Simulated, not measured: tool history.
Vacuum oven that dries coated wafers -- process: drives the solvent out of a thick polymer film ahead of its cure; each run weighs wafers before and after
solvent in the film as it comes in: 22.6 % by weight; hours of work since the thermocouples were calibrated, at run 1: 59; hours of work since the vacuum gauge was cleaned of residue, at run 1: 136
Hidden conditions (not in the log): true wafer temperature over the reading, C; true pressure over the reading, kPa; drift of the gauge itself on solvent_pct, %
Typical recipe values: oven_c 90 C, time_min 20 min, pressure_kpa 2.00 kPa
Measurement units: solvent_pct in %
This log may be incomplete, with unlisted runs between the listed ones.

run	day	oven_c	time_min	pressure_kpa	hours of work since the thermocouples were calibrated	hours of work since the vacuum gauge was cleaned of residue	solvent_pct
1	0.000	90	20	2.00	59	136	1.73
2	1.971	90	20	2.00	79	156	1.73
3	6.404	90	20	2.00	123	200	1.71
4	9.346	90	20	1.81	152	230	1.69
5	13.758	90	20	1.81	196	274	1.62
6	18.183	90	20	2.00	240	318	1.80
7	20.054	90	20	2.00	259	336	1.76
8	22.417	90	20	2.00	282	360	1.80
9	24.988	90	35	2.00	308	385	1.12
10	28.308	90	20	2.00	341	418	1.78
11	30.475	90	20	2.00	363	440	1.77
12	33.842	90	20	1.10	396	474	1.33
13	37.558	90	20	2.00	433	511	1.83
# day 37.917: vacuum gauge cleaned of residue and calibrated
14	39.629	90	20	2.00	453	17	1.83
15	41.621	90	20	2.00	473	37	1.81
16	44.112	104	20	2.00	498	62	0.65
17	46.308	104	20	2.00	520	84	0.67
18	49.758	94	24	2.00	554	118	1.08
19	52.812	77	24	7.39	585	148	9.16
20	56.562	104	28	4.34	622	186	1.36
# day 56.971: vacuum gauge cleaned of residue and calibrated, once more
# day 58.233: oven's thermocouples calibrated
21	60.112	90	20	1.59	19	30	1.53
22	63.738	90	20	1.59	55	67	1.55
23	66.062	102	20	1.59	78	90	0.58
24	68.633	90	17	2.00	104	115	2.20
25	71.083	77	12	4.96	128	140	10.96
26	74.454	77	12	4.96	162	173	10.97
27	76.817	77	12	4.96	185	197	10.87
28	80.854	78	20	7.48	225	237	9.54
29	83.562	90	35	2.06	252	264	1.15
30	85.825	93	20	4.53	275	287	2.49

Table of differences, measured result less the result of that run with no hidden state. Run-to-run variation is the same in both. Gauge scatter possibly is not:
run	solvent_pct
1	-0.01
2	+0.00
3	+0.00
4	+0.01
5	+0.02
6	+0.03
7	+0.03
8	+0.04
9	+0.03
10	+0.06
11	+0.06
12	+0.06
13	+0.08
14	+0.10
15	+0.11
16	+0.04
17	+0.04
18	+0.08
19	+0.27
20	+0.06
21	+0.03
22	+0.04
23	+0.01
24	+0.06
25	+0.12
26	+0.13
27	+0.14
28	+0.19
29	+0.05
30	+0.07

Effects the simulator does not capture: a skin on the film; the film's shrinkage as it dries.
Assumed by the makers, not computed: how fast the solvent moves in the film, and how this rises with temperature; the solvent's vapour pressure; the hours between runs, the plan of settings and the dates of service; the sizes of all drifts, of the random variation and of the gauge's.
